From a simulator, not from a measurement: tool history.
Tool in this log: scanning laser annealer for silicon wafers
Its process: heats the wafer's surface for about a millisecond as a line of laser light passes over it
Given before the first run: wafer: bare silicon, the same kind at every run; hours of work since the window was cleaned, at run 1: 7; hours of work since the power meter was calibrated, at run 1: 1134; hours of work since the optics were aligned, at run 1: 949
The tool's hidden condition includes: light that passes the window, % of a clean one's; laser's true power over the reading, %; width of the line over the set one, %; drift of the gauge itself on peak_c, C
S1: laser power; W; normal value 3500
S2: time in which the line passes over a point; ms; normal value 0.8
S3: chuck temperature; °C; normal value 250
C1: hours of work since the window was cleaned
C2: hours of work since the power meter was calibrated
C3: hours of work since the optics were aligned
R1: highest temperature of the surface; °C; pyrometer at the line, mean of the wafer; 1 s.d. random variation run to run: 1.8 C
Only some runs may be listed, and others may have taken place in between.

run   hour    S1     S2   S3   C1    C2    C3    R1
  1      0  3500    0.8  250    7  1134   949  1020
  2   51.7  3500    0.8  250   28  1154   970  1019
  3  111.6  3500    0.8  250   52  1179   994  1024
  4  175.5  3500    0.8  250   78  1204  1019  1021
  5  256.8  3500    0.8  250  111  1237  1052  1020
  6  309.6  3500    0.8  250  132  1258  1073  1023
  7  374.7  3500    0.8  250  158  1284  1100  1021
  8  450.1  3500    0.8  250  188  1315  1130  1021
  9  514.7  3363  0.709  249  214  1341  1156   942
 10  559.1  3363  0.709  249  232  1359  1174   941
 11    626  3687  0.629  287  259  1385  1201   992
 12  710.8  3687  0.629  287  293  1420  1235   993
 13    774  3500    0.8  243  319  1445  1260  1016
 14  820.9  3500    0.8  243  338  1464  1279  1018

What if the next run were any one of these 3? Each begins from the tool's condition after run 14:
  A  894.8  3583  0.8  286  367  1494  1309   ?
  B  894.8  3500  0.8  235  367  1494  1309   ?
  C  894.8  3050  0.8  227  367  1494  1309   ?

run    R1
  A  1079
  B  1004
  C   904
Take away the tool's hidden state, keep each run's random variation, and the runs would have read:
run    R1
  A  1080
  B  1004
  C   905

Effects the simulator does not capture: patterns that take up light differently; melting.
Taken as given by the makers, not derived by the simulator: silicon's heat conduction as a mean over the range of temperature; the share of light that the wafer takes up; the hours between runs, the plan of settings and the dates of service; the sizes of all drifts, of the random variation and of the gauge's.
